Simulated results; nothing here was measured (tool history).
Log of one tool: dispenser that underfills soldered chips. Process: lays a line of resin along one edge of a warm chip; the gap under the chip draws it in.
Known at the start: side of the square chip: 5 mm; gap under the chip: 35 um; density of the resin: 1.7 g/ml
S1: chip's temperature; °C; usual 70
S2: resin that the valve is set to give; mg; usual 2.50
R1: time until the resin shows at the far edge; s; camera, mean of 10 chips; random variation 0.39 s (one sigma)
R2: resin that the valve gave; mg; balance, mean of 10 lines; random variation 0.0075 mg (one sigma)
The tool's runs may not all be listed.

run	hour	S1	S2	R1	R2
1	0.0	70	2.50	27.1	2.470
2	1.9	70	2.50	30.4	2.454
3	5.7	70	2.50	39.1	2.469
# hour 6.4: new syringe of resin
4	8.5	70	2.50	29.2	2.463
5	12.0	70	2.50	36.9	2.450
# hour 14.1: new syringe of resin
6	14.2	70	2.61	25.0	2.562
7	17.5	70	2.50	31.6	2.458
8	19.7	70	2.50	37.4	2.447
# hour 21.5: new syringe of resin
9	24.0	70	2.50	30.1	2.455
10	27.0	70	2.50	36.9	2.444
# hour 29.1: new syringe of resin
11	29.3	70	2.50	25.0	2.449
12	33.2	70	2.50	33.2	2.439
# hour 36.8: new syringe of resin
13	37.2	70	2.50	25.9	2.444
14	40.5	70	2.97	31.7	2.905
15	43.2	70	2.97	38.1	2.876
# hour 44.3: new syringe of resin
16	48.0	70	2.97	31.8	2.897
17	50.1	70	2.80	37.4	2.732
# hour 52.0: new syringe of resin
18	54.2	70	2.11	30.0	2.035
19	56.9	62	2.22	47.7	2.163
# hour 59.5: new syringe of resin
20	60.4	62	2.22	37.4	2.161
21	62.6	79	2.91	22.1	2.815
# hour 66.1: dispensing valve cleaned and set on the balance
22	66.1	67	2.82	41.0	2.837
# hour 68.0: new syringe of resin
23	69.3	60	2.14	41.0	2.150
24	72.8	60	2.14	52.9	2.140
# hour 75.7: new syringe of resin
25	76.9	60	2.14	42.0	2.138
26	81.1	60	2.14	54.9	2.151
# hour 83.4: new syringe of resin
27	83.4	59	2.83	38.6	2.829
28	86.5	59	2.83	48.7	2.837
# hour 90.9: new syringe of resin
29	91.1	72	2.99	23.2	2.978
30	93.7	72	2.99	28.0	2.976
31	96.9	61	2.22	54.1	2.213
# hour 98.6: new syringe of resin
32	100.7	61	2.22	41.8	2.206
33	104.4	61	2.22	53.7	2.200
# hour 106.4: new syringe of resin
34	108.8	67	2.22	34.9	2.216
35	112.2	64	3.05	47.4	3.039

3 ways to go on from here, each from the tool as it stands after run 35. What would each give?
# hour 113.9: new syringe of resin
A	114.4	59	2.39	?	?
# hour 113.9: new syringe of resin
B	114.4	57	2.64	?	?
# hour 113.9: new syringe of resin
C	114.4	65	2.50	?	?

run	R1	R2
A	40.9	2.370
B	43.7	2.629
C	31.3	2.482
Without the tool's hidden state the same runs would have given:
run	R1	R2
A	39.3	2.388
B	41.9	2.649
C	30.0	2.501

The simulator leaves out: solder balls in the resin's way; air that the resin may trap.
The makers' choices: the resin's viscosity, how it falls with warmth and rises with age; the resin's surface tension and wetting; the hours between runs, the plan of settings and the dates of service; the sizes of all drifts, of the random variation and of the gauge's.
